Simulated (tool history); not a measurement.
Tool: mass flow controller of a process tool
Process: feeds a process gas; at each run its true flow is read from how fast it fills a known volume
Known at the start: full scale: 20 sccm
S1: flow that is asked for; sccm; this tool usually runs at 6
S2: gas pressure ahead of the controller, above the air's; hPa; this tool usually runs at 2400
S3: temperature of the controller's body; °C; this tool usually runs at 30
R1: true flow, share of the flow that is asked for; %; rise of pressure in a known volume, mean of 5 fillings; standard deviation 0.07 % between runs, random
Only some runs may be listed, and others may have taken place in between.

| run | hour | S1 | S2 | S3 | R1 |
|---|---|---|---|---|---|
| 1 | 0.0 | 6 | 2400 | 30 | 98.80 |
| 2 | 52.3 | 6 | 2400 | 26 | 98.71 |
| 3 | 143.8 | 6 | 2400 | 26 | 98.67 |
| 4 | 248.8 | 6 | 2400 | 26 | 98.64 |
| 5 | 359.7 | 6 | 2400 | 26 | 98.58 |
| 6 | 408.7 | 6 | 2400 | 26 | 98.64 |
| 7 | 477.1 | 6 | 2400 | 26 | 98.52 |
| 8 | 554.0 | 6 | 2400 | 26 | 98.56 |
| 9 | 605.1 | 5 | 2400 | 30 | 98.66 |
| 10 | 680.4 | 5 | 2400 | 30 | 98.62 |
| 11 | 795.7 | 5 | 2400 | 30 | 98.59 |
| 12 | 863.8 | 5 | 2400 | 30 | 98.60 |
| 13 | 928.9 | 5 | 2400 | 30 | 98.40 |
| 14 | 977.8 | 5 | 2400 | 30 | 98.43 |
| 15 | 1088.5 | 5 | 2400 | 30 | 98.53 |
| 16 | 1193.8 | 6 | 2400 | 24 | 98.27 |
| 17 | 1268.9 | 6 | 2320 | 30 | 98.69 |
| 18 | 1319.4 | 6 | 2400 | 30 | 98.50 |
| 19 | 1416.0 | 6 | 2400 | 30 | 98.45 |
| 20 | 1495.3 | 6 | 2400 | 30 | 98.60 |
| 21 | 1595.6 | 7 | 1970 | 29 | 98.72 |
| 22 | 1676.7 | 5 | 2400 | 30 | 98.32 |
| 23 | 1783.8 | 5 | 2400 | 30 | 98.30 |
| 24 | 1864.7 | 4 | 2390 | 40 | 98.57 |
| 25 | 1920.3 | 4 | 2390 | 40 | 98.44 |
| 26 | 2033.4 | 4 | 2400 | 30 | 98.07 |
| 27 | 2149.3 | 4 | 2400 | 30 | 98.07 |
| 28 | 2264.3 | 4 | 2400 | 30 | 98.06 |
| 29 | 2364.8 | 6 | 2060 | 30 | 98.54 |
| 30 | 2470.8 | 5 | 2060 | 20 | 97.95 |
| 31 | 2569.3 | 4 | 2610 | 20 | 97.48 |
| 32 | 2618.3 | 13 | 1890 | 20 | 98.73 |
| 33 | 2713.0 | 6 | 2400 | 37 | 98.59 |
| 34 | 2813.4 | 15 | 1480 | 26 | 99.50 |
| 35 | 2895.4 | 15 | 1580 | 22 | 99.00 |
| 36 | 3008.3 | 11 | 2710 | 22 | 98.28 |
| 37 | 3121.6 | 6 | 2400 | 30 | 98.28 |
| 38 | 3220.5 | 14 | 2400 | 33 | 99.18 |
| 39 | 3299.0 | 3 | 1840 | 38 | 97.97 |

Here are 3 independent what-if runs from the current tool condition. What would each one return?
| A | 3362.7 | 3 | 1840 | 32 | ? |
| B | 3362.7 | 6 | 2170 | 30 | ? |
| C | 3362.7 | 18 | 2400 | 30 | ? |

| run | R1 |
|---|---|
| A | 97.85 |
| B | 98.44 |
| C | 99.18 |
Had the tool no hidden state, the same runs would have come out as:
| run | R1 |
|---|---|
| A | 99.53 |
| B | 99.56 |
| C | 99.90 |
